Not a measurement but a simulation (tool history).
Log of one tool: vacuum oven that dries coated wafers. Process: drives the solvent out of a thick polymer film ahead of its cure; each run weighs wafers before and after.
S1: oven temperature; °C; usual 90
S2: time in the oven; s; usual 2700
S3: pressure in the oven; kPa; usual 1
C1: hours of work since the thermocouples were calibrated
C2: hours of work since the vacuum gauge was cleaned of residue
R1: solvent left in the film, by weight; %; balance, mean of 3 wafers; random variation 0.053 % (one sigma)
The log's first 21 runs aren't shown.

Run 22, hour 504.4: usual settings but S2 4800 s; C1 45; C2 608. Result: R1 1.04 %.
Run 23, hour 522.1: usual settings but S2 4800 s, S3 0.51 kPa; C1 53; C2 617. Result: R1 0.73 %.
Run 24, hour 552.3: usual settings but S2 4800 s, S3 0.51 kPa; C1 67; C2 631. Result: R1 0.71 %.
Run 25, hour 579.6: usual settings but S1 98 °C, S2 1740 s, S3 1.99 kPa; C1 80; C2 643. Result: R1 2.76 %.
Run 26, hour 610.6: usual settings but S1 96 °C, S2 3300 s, S3 1.99 kPa; C1 95; C2 658. Result: R1 1.55 %.
Run 27, hour 631.1: usual settings but S1 95 °C, S2 1440 s, S3 2.67 kPa; C1 104; C2 668. Result: R1 4.68 %.
Run 28, hour 661.4: usual settings but S1 95 °C, S2 1440 s, S3 2.67 kPa; C1 118; C2 682. Result: R1 4.5 %.
Run 29, hour 682.4: usual settings but S1 80 °C, S2 2460 s, S3 0.97 kPa; C1 128; C2 691. Result: R1 4.98 %.
Run 30, hour 713.2: usual settings but S1 81 °C, S2 3180 s; C1 142; C2 706. Result: R1 3.53 %.
Run 31, hour 731.7: usual settings but S1 103 °C, S2 3180 s, S3 0.72 kPa; C1 151; C2 714. Result: R1 0.62 %.

5 ways to go on from here, each from the tool as it stands after run 31. What would each give?
Run A, hour 765.9: usual settings but S1 102 °C, S2 3840 s, S3 0.88 kPa; C1 167; C2 730. Result: R1 ?.
Run B, hour 765.9: usual settings but S1 103 °C, S2 3180 s, S3 1.74 kPa; C1 167; C2 730. Result: R1 ?.
Run C, hour 765.9: usual settings but S1 103 °C, S2 3180 s, S3 3.29 kPa; C1 167; C2 730. Result: R1 ?.
Run D, hour 765.9: usual settings but S1 89 °C, S2 4740 s, S3 1.13 kPa; C1 167; C2 730. Result: R1 ?.
Run E, hour 765.9: usual settings but S1 103 °C, S2 3180 s, S3 2.04 kPa; C1 167; C2 730. Result: R1 ?.

run    R1
  A   0.6
  B  0.97
  C  1.63
  D  1.32
  E  1.13
Without the tool's hidden state the same runs would have given:
run    R1
  A  0.43
  B  0.78
  C  1.42
  D     1
  E  0.93

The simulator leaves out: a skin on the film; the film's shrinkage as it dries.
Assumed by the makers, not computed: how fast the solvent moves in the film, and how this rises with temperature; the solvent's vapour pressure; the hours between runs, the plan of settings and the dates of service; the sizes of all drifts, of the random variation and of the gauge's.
